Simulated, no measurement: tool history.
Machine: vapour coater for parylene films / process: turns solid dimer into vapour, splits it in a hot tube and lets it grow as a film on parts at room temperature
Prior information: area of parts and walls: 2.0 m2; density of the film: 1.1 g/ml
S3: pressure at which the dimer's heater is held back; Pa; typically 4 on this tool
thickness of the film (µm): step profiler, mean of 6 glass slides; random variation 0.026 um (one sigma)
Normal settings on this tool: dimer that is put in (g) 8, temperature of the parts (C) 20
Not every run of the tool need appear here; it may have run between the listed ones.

run 1 hour=0 | dimer_that_is_put_in_(g)=8 temperature_of_the_parts_(C)=20 S3=4 | thickness_of_the_film_(µm)=1.99
run 2 hour=31.6 | dimer_that_is_put_in_(g)=8 temperature_of_the_parts_(C)=20 S3=4 | thickness_of_the_film_(µm)=1.92
run 3 hour=55.7 | dimer_that_is_put_in_(g)=8 temperature_of_the_parts_(C)=20 S3=4 | thickness_of_the_film_(µm)=1.94
run 4 hour=71.5 | dimer_that_is_put_in_(g)=8 temperature_of_the_parts_(C)=20 S3=4.68 | thickness_of_the_film_(µm)=1.87
run 5 hour=97.4 | dimer_that_is_put_in_(g)=8 temperature_of_the_parts_(C)=25 S3=4 | thickness_of_the_film_(µm)=1.55
run 6 hour=115.9 | dimer_that_is_put_in_(g)=8 temperature_of_the_parts_(C)=20 S3=4 | thickness_of_the_film_(µm)=1.89
run 7 hour=130.3 | dimer_that_is_put_in_(g)=8 temperature_of_the_parts_(C)=20 S3=3.46 | thickness_of_the_film_(µm)=1.96
run 8 hour=148.2 | dimer_that_is_put_in_(g)=8 temperature_of_the_parts_(C)=20 S3=4 | thickness_of_the_film_(µm)=1.93
run 9 hour=179.1 | dimer_that_is_put_in_(g)=8 temperature_of_the_parts_(C)=20 S3=4 | thickness_of_the_film_(µm)=1.91
run 10 hour=201.3 | dimer_that_is_put_in_(g)=9 temperature_of_the_parts_(C)=20 S3=4 | thickness_of_the_film_(µm)=2.13
run 11 hour=223.8 | dimer_that_is_put_in_(g)=8 temperature_of_the_parts_(C)=20 S3=4 | thickness_of_the_film_(µm)=1.9
run 12 hour=252.3 | dimer_that_is_put_in_(g)=8 temperature_of_the_parts_(C)=20 S3=4 | thickness_of_the_film_(µm)=1.91
run 13 hour=283.2 | dimer_that_is_put_in_(g)=8 temperature_of_the_parts_(C)=18 S3=4 | thickness_of_the_film_(µm)=2.05
run 14 hour=302.3 | dimer_that_is_put_in_(g)=8 temperature_of_the_parts_(C)=18 S3=4 | thickness_of_the_film_(µm)=2.1
run 15 hour=330.2 | dimer_that_is_put_in_(g)=8 temperature_of_the_parts_(C)=18 S3=4 | thickness_of_the_film_(µm)=2.08
run 16 hour=352 | dimer_that_is_put_in_(g)=8 temperature_of_the_parts_(C)=18 S3=4 | thickness_of_the_film_(µm)=2.06
run 17 hour=381.4 | dimer_that_is_put_in_(g)=8 temperature_of_the_parts_(C)=18 S3=4 | thickness_of_the_film_(µm)=2.06
run 18 hour=401.1 | dimer_that_is_put_in_(g)=8 temperature_of_the_parts_(C)=18 S3=4 | thickness_of_the_film_(µm)=2.02
run 19 hour=422.9 | dimer_that_is_put_in_(g)=8 temperature_of_the_parts_(C)=18 S3=4 | thickness_of_the_film_(µm)=2.03
run 20 hour=455.5 | dimer_that_is_put_in_(g)=8 temperature_of_the_parts_(C)=24 S3=4 | thickness_of_the_film_(µm)=1.61
run 21 hour=478 | dimer_that_is_put_in_(g)=3 temperature_of_the_parts_(C)=20 S3=4 | thickness_of_the_film_(µm)=0.71
run 22 hour=503.2 | dimer_that_is_put_in_(g)=8 temperature_of_the_parts_(C)=20 S3=10.51 | thickness_of_the_film_(µm)=1.76
-- hour=525.2 trap's valve overhauled
run 23 hour=525.2 | dimer_that_is_put_in_(g)=8 temperature_of_the_parts_(C)=19 S3=4 | thickness_of_the_film_(µm)=2.04
run 24 hour=539 | dimer_that_is_put_in_(g)=8 temperature_of_the_parts_(C)=19 S3=4 | thickness_of_the_film_(µm)=2.07
run 25 hour=571 | dimer_that_is_put_in_(g)=3 temperature_of_the_parts_(C)=14 S3=4.32 | thickness_of_the_film_(µm)=0.96
run 26 hour=597.5 | dimer_that_is_put_in_(g)=3 temperature_of_the_parts_(C)=14 S3=4.32 | thickness_of_the_film_(µm)=0.96
run 27 hour=626.1 | dimer_that_is_put_in_(g)=10 temperature_of_the_parts_(C)=25 S3=4 | thickness_of_the_film_(µm)=2.03
run 28 hour=645 | dimer_that_is_put_in_(g)=8 temperature_of_the_parts_(C)=24 S3=4 | thickness_of_the_film_(µm)=1.65
run 29 hour=671.8 | dimer_that_is_put_in_(g)=8 temperature_of_the_parts_(C)=20 S3=4.19 | thickness_of_the_film_(µm)=1.94

Run 30 comes next. What will it give?
run 30 hour=686.3 | dimer_that_is_put_in_(g)=8 temperature_of_the_parts_(C)=20 S3=4.19 | thickness_of_the_film_(µm)=?

{"run 30": {"thickness of the film (µm)": 1.96}}
Take away the tool's hidden state, keep the run-to-run variation as it was, and the same run would have given thickness of the film (µm) 2.03.

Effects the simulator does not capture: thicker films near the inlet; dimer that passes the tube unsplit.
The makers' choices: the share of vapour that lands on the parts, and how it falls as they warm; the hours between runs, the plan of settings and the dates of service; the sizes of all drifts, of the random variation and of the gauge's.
